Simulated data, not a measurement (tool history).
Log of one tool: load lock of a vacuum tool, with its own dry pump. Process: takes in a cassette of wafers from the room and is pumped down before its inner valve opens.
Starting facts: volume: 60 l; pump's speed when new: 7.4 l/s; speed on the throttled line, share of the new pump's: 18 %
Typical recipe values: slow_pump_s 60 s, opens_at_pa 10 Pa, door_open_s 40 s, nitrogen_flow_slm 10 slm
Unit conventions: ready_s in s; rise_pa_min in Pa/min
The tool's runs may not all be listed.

run	hour	slow_pump_s	opens_at_pa	door_open_s	nitrogen_flow_slm	incoming humidity of the room's air, %	ready_s	rise_pa_min
1	0	60	10	40	10	47.8	131.9	0.142
2	354.8	60	10	40	10	44.3	133.6	0.147
3	609.8	60	10	40	10	45.6	134.7	0.161
4	819	60	10	40	10	45.6	133.6	0.163
5	1106.2	59	10	40	10	46.1	133.2	0.179
6	1559.2	60	10	40	10	43.9	133.9	0.191
7	2033.7	60	10	206	10	46.9	134.8	0.266
8	2259.5	60	10	206	10	47.6	134.3	0.278
9	2489.5	60	10	206	10	43.2	135.5	0.277
10	2903.9	60	10	206	10	44.7	136.4	0.306
11	3244.4	60	10	206	10	47.3	135.2	0.319
12	3680.7	60	18	206	10	48.4	128.2	0.341
13	3895.6	60	18	206	10	46.2	130	0.361
14	4104.8	60	18	206	10	42.3	131.1	0.361
15	4552.9	60	10	40	10	42.1	135.6	0.331
16	4936.8	60	10	40	10	46.4	138.3	0.351
17	5329.2	60	10	40	10	44.2	136.9	0.375
18	5751.6	60	10	40	10	42.9	138.5	0.394
19	5997.7	60	10	40	10	47.9	137	0.42
20	6234.8	60	10	40	10	47.2	137.7	0.441
21	6450.7	60	10	40	10	45.7	139.3	0.44
22	6904.7	60	10	40	10	41.8	138.6	0.466
23	7196.6	38	9	73	34	44	122.5	0.489
24	7559.7	38	9	73	34	47.1	124.8	0.502
25	8034.4	60	13	139	30	45.8	137.4	0.544
26	8428.9	60	12	40	10	45.4	138.8	0.569
27	8893.3	42	12	105	10	43.5	124.9	0.627
28	9249.2	30	12	41	8	43.8	116.8	0.63
29	9488	37	12	41	42	45.6	122.6	0.626
30	9716.5	37	12	41	6	43	122.3	0.659
# hour 9969.3: door's seal changed, seat wiped
31	10157.1	37	12	41	6	48.2	123.3	0.033
32	10524.9	60	16	150	9	46.1	135.9	0.082
33	10927.4	60	10	34	19	44.6	144.3	0.045
34	11276.8	56	11	72	10	43.5	138.9	0.066
35	11615	37	10	40	10	44.7	126.3	0.061
36	12033.6	60	13	40	10	45.3	142.8	0.066
37	12343.2	60	13	40	10	47.7	141.8	0.08

Table of differences, measured result less the result of that run with no hidden state. Run-to-run variation is the same in both. Gauge scatter possibly is not:
The hidden state here: pump's speed, % of a new pump's; leak at the door's seal, Pa l/s; drift of the gauge itself on ready_s, %; drift of the gauge itself on rise_pa_min, %.
run	ready_s	rise_pa_min
1	+7.7	+0.107
2	+8	+0.119
3	+8.3	+0.128
4	+8.3	+0.133
5	+8.6	+0.145
6	+8.9	+0.159
7	+9.4	+0.178
8	+9.5	+0.187
9	+9.8	+0.197
10	+10.4	+0.218
11	+10.5	+0.232
12	+9.8	+0.251
13	+10.1	+0.27
14	+10.3	+0.278
15	+11.4	+0.303
16	+12.1	+0.32
17	+12.4	+0.345
18	+12.8	+0.368
19	+12.9	+0.384
20	+13.2	+0.398
21	+13.4	+0.41
22	+13.8	+0.438
23	+15.1	+0.46
24	+15.5	+0.476
25	+14.4	+0.498
26	+14.9	+0.531
27	+16.1	+0.571
28	+17	+0.598
29	+16.9	+0.608
30	+17.1	+0.622
31	+17.4	+0.002
32	+15.8	+0.008
33	+17.8	+0.015
34	+17.9	+0.022
35	+19.5	+0.029
36	+18.1	+0.037
37	+18.3	+0.045
